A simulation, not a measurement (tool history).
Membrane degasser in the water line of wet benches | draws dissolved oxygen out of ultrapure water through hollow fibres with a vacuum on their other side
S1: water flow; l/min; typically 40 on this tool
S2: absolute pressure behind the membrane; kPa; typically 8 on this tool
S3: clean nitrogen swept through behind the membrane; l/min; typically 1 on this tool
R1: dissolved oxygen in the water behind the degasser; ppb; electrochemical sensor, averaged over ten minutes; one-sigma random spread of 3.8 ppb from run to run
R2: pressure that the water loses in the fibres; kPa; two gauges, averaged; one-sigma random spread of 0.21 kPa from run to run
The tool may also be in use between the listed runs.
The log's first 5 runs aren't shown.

run,day,S1,S2,S3,R1,R2
6,7.438,40,8,1,398.7,50.84
7,8.929,40,8,1,391.1,50.36
8,10.504,40,8,1,397.7,51.1
9,12.067,40,8.19,1,411.4,50.44
10,13.942,40,6.77,1,299.6,50.69
11,15.075,40,6.77,1,301.5,51.18
12,16.871,40,6.77,1,302.6,50.81
# day 17.058: vacuum gauge calibrated
13,17.812,40,6.77,1.18,269.1,50.82
14,19.375,40,6.77,1.18,268.7,50.89
15,21.512,40,8,0.94,419.9,50.89
# day 21.671: vacuum gauge calibrated, once more
16,22.642,43,8,0.94,416.5,54.74
17,23.638,34,8,1.13,287.1,43.13
18,25.521,45,8.81,0.64,648.2,57.34

For run 19, what comes out?
19,26.554,46,8.23,1.29,?,?

{"run 19": {"R1": 369.5, "R2": 58.15}}
On a tool with no hidden condition, and with the same random variation, this run would have come out at R1 370.4 ppb, R2 57 kPa.

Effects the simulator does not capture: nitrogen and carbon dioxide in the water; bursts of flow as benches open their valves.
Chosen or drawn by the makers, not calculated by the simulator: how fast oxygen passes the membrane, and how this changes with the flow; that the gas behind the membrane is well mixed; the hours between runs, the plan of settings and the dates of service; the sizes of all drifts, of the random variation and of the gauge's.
